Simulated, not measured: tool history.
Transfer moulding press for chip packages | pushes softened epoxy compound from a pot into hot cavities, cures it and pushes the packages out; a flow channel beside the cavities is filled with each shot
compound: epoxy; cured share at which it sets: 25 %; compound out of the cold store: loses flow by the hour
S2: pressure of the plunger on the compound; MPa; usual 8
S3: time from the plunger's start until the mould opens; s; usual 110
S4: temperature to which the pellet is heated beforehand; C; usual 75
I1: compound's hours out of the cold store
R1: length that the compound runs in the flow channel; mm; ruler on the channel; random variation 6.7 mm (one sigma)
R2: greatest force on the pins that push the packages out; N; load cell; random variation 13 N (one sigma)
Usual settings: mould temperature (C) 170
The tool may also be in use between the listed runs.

{"run": 1, "hour": 0.0, "mould temperature (C)": 170, "S2": 8, "S3": 110, "S4": 75, "I1": 44.5, "R1": 650, "R2": 966}
{"hour": 6.7, "done": "cavities cleaned with cleaning compound and waxed"}
{"run": 2, "hour": 11.2, "mould temperature (C)": 170, "S2": 8, "S3": 110, "S4": 75, "I1": 37.9, "R1": 667, "R2": 637}
{"run": 3, "hour": 23.1, "mould temperature (C)": 169, "S2": 8, "S3": 110, "S4": 75, "I1": 17.5, "R1": 727, "R2": 822}
{"run": 4, "hour": 29.8, "mould temperature (C)": 169, "S2": 8, "S3": 110, "S4": 75, "I1": 11.1, "R1": 738, "R2": 886}
{"run": 5, "hour": 42.7, "mould temperature (C)": 169, "S2": 8, "S3": 110, "S4": 75, "I1": 28, "R1": 686, "R2": 973}
{"run": 6, "hour": 55.7, "mould temperature (C)": 169, "S2": 8, "S3": 110, "S4": 74, "I1": 26.8, "R1": 714, "R2": 1080}
{"hour": 66.1, "done": "cavities cleaned with cleaning compound and waxed"}
{"run": 7, "hour": 68.7, "mould temperature (C)": 169, "S2": 8.51, "S3": 110, "S4": 74, "I1": 47.6, "R1": 661, "R2": 658}
{"run": 8, "hour": 74.4, "mould temperature (C)": 170, "S2": 8, "S3": 110, "S4": 72, "I1": 9.6, "R1": 740, "R2": 712}
{"run": 9, "hour": 80.8, "mould temperature (C)": 170, "S2": 8, "S3": 110, "S4": 72, "I1": 26.2, "R1": 698, "R2": 746}
{"run": 10, "hour": 92.4, "mould temperature (C)": 170, "S2": 8, "S3": 110, "S4": 72, "I1": 27.4, "R1": 691, "R2": 817}
{"run": 11, "hour": 105.0, "mould temperature (C)": 170, "S2": 8, "S3": 110, "S4": 72, "I1": 25.9, "R1": 692, "R2": 938}
{"run": 12, "hour": 116.1, "mould temperature (C)": 170, "S2": 8, "S3": 110, "S4": 72, "I1": 21.6, "R1": 700, "R2": 991}
{"hour": 125.2, "done": "cavities cleaned with cleaning compound and waxed"}
{"run": 13, "hour": 130.7, "mould temperature (C)": 170, "S2": 8, "S3": 110, "S4": 72, "I1": 31.7, "R1": 677, "R2": 668}
{"run": 14, "hour": 140.0, "mould temperature (C)": 170, "S2": 8, "S3": 110, "S4": 72, "I1": 11.5, "R1": 736, "R2": 756}
{"run": 15, "hour": 145.7, "mould temperature (C)": 170, "S2": 8, "S3": 143, "S4": 72, "I1": 31.3, "R1": 674, "R2": 632}
{"run": 16, "hour": 152.2, "mould temperature (C)": 167, "S2": 7.9, "S3": 134, "S4": 79, "I1": 15.1, "R1": 728, "R2": 761}
{"run": 17, "hour": 160.4, "mould temperature (C)": 167, "S2": 7.9, "S3": 134, "S4": 79, "I1": 14.2, "R1": 718, "R2": 801}
{"run": 18, "hour": 171.6, "mould temperature (C)": 167, "S2": 7.9, "S3": 134, "S4": 79, "I1": 21.1, "R1": 710, "R2": 849}
{"run": 19, "hour": 178.5, "mould temperature (C)": 170, "S2": 8.6, "S3": 107, "S4": 79, "I1": 33, "R1": 698, "R2": 1043}
{"hour": 184.4, "done": "cavities cleaned with cleaning compound and waxed"}
{"run": 20, "hour": 192.5, "mould temperature (C)": 172, "S2": 9, "S3": 95, "S4": 71, "I1": 12.9, "R1": 753, "R2": 894}

Forecast run 21:
{"run": 21, "hour": 198.4, "mould temperature (C)": 162, "S2": 8.26, "S3": 107, "S4": 77, "I1": 18, "R1": "?", "R2": "?"}

Run 21 gave R1 742 mm, R2 1521 N.
Without the tool's hidden state the same run would have given R1 771 mm, R2 1235 N.

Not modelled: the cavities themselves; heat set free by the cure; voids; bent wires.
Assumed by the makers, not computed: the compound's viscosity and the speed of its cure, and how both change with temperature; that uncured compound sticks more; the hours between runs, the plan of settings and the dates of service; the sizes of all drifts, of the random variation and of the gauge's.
